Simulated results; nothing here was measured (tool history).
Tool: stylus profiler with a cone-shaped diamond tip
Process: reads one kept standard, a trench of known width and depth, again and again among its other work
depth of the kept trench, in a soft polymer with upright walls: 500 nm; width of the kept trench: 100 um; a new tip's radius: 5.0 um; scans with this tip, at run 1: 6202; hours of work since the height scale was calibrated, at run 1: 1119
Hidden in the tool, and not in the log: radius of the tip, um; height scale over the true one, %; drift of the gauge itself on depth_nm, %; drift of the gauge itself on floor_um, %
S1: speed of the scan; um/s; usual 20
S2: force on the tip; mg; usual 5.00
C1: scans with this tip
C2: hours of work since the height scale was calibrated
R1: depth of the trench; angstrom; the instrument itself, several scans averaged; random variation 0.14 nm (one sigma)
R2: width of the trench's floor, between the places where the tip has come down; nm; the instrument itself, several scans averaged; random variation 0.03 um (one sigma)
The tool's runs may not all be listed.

Run 1, hour 0.0: usual settings; C1 6202; C2 1119. Result: R1 5107.8 angstrom, R2 95000 nm.
Run 2, hour 89.6: usual settings but S1 21 um/s; C1 6570; C2 1185. Result: R1 5100.9 angstrom, R2 94920 nm.
Run 3, hour 146.4: usual settings but S1 21 um/s; C1 6803; C2 1227. Result: R1 5105.0 angstrom, R2 94920 nm.
Run 4, hour 208.4: usual settings but S1 21 um/s; C1 7058; C2 1273. Result: R1 5103.9 angstrom, R2 94930 nm.
At hour 250.5: height scale calibrated on a step standard.
Run 5, hour 257.3: usual settings but S1 21 um/s; C1 7257; C2 5. Result: R1 5137.6 angstrom, R2 94870 nm.
Run 6, hour 342.0: usual settings; C1 7605; C2 68. Result: R1 5131.9 angstrom, R2 94900 nm.
Run 7, hour 395.9: usual settings; C1 7826; C2 108. Result: R1 5132.2 angstrom, R2 94840 nm.
Run 8, hour 477.7: usual settings but S1 6 um/s; C1 8162; C2 168. Result: R1 5128.3 angstrom, R2 94800 nm.
Run 9, hour 552.4: usual settings but S2 4.13 mg; C1 8469; C2 224. Result: R1 5109.4 angstrom, R2 94710 nm.
Run 10, hour 593.8: usual settings but S2 4.13 mg; C1 8639; C2 254. Result: R1 5113.1 angstrom, R2 94750 nm.
Run 11, hour 655.6: usual settings but S1 7 um/s; C1 8893; C2 300. Result: R1 5127.2 angstrom, R2 94820 nm.
Run 12, hour 718.2: usual settings but S1 12 um/s, S2 11.61 mg; C1 9150; C2 346. Result: R1 5230.9 angstrom, R2 94700 nm.
Run 13, hour 781.9: usual settings but S1 9 um/s, S2 1.76 mg; C1 9411; C2 394. Result: R1 5055.2 angstrom, R2 94710 nm.
Run 14, hour 840.2: usual settings but S1 56 um/s, S2 3.09 mg; C1 9651; C2 437. Result: R1 5084.1 angstrom, R2 94450 nm.
Run 15, hour 924.3: usual settings but S1 56 um/s, S2 3.09 mg; C1 9996; C2 499. Result: R1 5086.8 angstrom, R2 94430 nm.
Run 16, hour 978.6: usual settings but S1 26 um/s, S2 3.00 mg; C1 10219; C2 539. Result: R1 5080.7 angstrom, R2 94540 nm.
Run 17, hour 1048.8: usual settings but S1 26 um/s, S2 3.00 mg; C1 10508; C2 591. Result: R1 5081.8 angstrom, R2 94530 nm.
Run 18, hour 1097.2: usual settings but S1 17 um/s, S2 5.17 mg; C1 10707; C2 627. Result: R1 5125.3 angstrom, R2 94600 nm.
Run 19, hour 1147.7: usual settings but S1 7 um/s, S2 3.43 mg; C1 10914; C2 665. Result: R1 5087.5 angstrom, R2 94530 nm.
Run 20, hour 1205.0: usual settings but S1 50 um/s, S2 4.44 mg; C1 11149; C2 707. Result: R1 5104.9 angstrom, R2 94380 nm.
Run 21, hour 1248.2: usual settings but S2 9.34 mg; C1 11327; C2 739. Result: R1 5189.2 angstrom, R2 94520 nm.
Run 22, hour 1319.2: usual settings but S1 39 um/s; C1 11618; C2 792. Result: R1 5114.9 angstrom, R2 94350 nm.

Forecast each of these 4 alternatives for the next run:
Run A, hour 1359.4: usual settings but S1 6 um/s, S2 7.35 mg; C1 11783; C2 822. Result: R1 ?, R2 ?.
Run B, hour 1359.4: usual settings but S1 27 um/s; C1 11783; C2 822. Result: R1 ?, R2 ?.
Run C, hour 1359.4: usual settings but S1 57 um/s, S2 4.38 mg; C1 11783; C2 822. Result: R1 ?, R2 ?.
Run D, hour 1359.4: usual settings but S1 54 um/s, S2 13.38 mg; C1 11783; C2 822. Result: R1 ?, R2 ?.

run      R1     R2
  A  5154.8  94550
  B  5115.9  94410
  C  5103.9  94270
  D  5240.8  94370
Without the tool's hidden state the same runs would have given:
run      R1     R2
  A  5176.4  95690
  B  5137.4  95560
  C  5125.4  95410
  D  5262.9  95520
